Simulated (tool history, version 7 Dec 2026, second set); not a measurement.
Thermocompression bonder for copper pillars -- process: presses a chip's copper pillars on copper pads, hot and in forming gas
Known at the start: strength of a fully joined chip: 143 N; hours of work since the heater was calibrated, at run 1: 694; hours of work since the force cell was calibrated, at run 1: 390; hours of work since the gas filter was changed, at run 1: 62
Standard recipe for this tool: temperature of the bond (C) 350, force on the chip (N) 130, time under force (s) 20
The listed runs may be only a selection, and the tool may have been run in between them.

run,day,temperature of the bond (C),force on the chip (N),time under force (s),hours of work since the heater was calibrated,hours of work since the force cell was calibrated,hours of work since the gas filter was changed,force that shears a chip off (N)
1,0,350,130,20,694,390,62,78.7
2,1.154,350,130,20,712,409,80,78.1
3,3.55,350,163,20,751,447,119,89.3
4,5.408,350,130,44,781,477,148,95
5,7.471,350,130,44,814,510,182,95.1
6,9.317,350,130,20,843,540,211,74.8
7,10.625,350,130,20,864,561,232,72.7
8,12.517,350,130,20,895,591,263,74.4
9,13.5,350,130,20,911,607,278,73.2
# day 14.254: heater calibrated with a thermocouple chip
10,14.696,350,130,20,7,625,296,79.4
11,16.062,350,130,20,29,647,318,80.3
12,17.562,350,130,20,53,671,342,78.4
13,18.812,373,130,20,73,691,362,93.3
14,20.642,350,122,20,103,720,392,74.9
15,22.979,350,122,20,140,758,429,72.9
16,24.271,350,122,20,161,779,450,72.1
17,25.338,350,130,20,178,796,467,77
# day 25.842: forming gas filter changed
18,26.967,350,130,20,204,822,18,82.3
19,29.329,356,92,13,242,860,56,60.6
20,30.483,353,127,12,260,878,75,68.4
21,32.675,352,130,37,295,913,110,98.7
22,34.438,352,80,37,324,942,138,74.1
23,35.567,333,188,22,342,960,156,85.6
24,37.896,348,87,22,379,997,194,59.1
25,39.142,350,83,27,399,1017,214,64.6
26,40.962,330,176,52,428,1046,243,102.2
27,42.321,377,116,20,450,1068,265,86.3
28,44.192,377,116,20,480,1098,295,88.5
29,45.833,344,164,16,507,1125,321,74.6
30,47.942,350,176,28,541,1158,355,94.8
31,49.388,343,176,12,564,1182,378,70
32,51.5,343,176,12,598,1216,412,68.2
33,53.817,369,103,11,635,1253,449,60.6

3 ways to go on from here, each from the tool as it stands after run 33. What would each give?
A,54.867,323,103,13,652,1270,466,?
B,54.867,360,103,27,652,1270,466,?
C,54.867,363,91,20,652,1270,466,?

run,force that shears a chip off (N)
A,37.7
B,73.8
C,65.8
The same runs, with their run-to-run variation unchanged, on a tool lacking any hidden condition would have given:
run,force that shears a chip off (N)
A,48.8
B,90.3
C,81.3
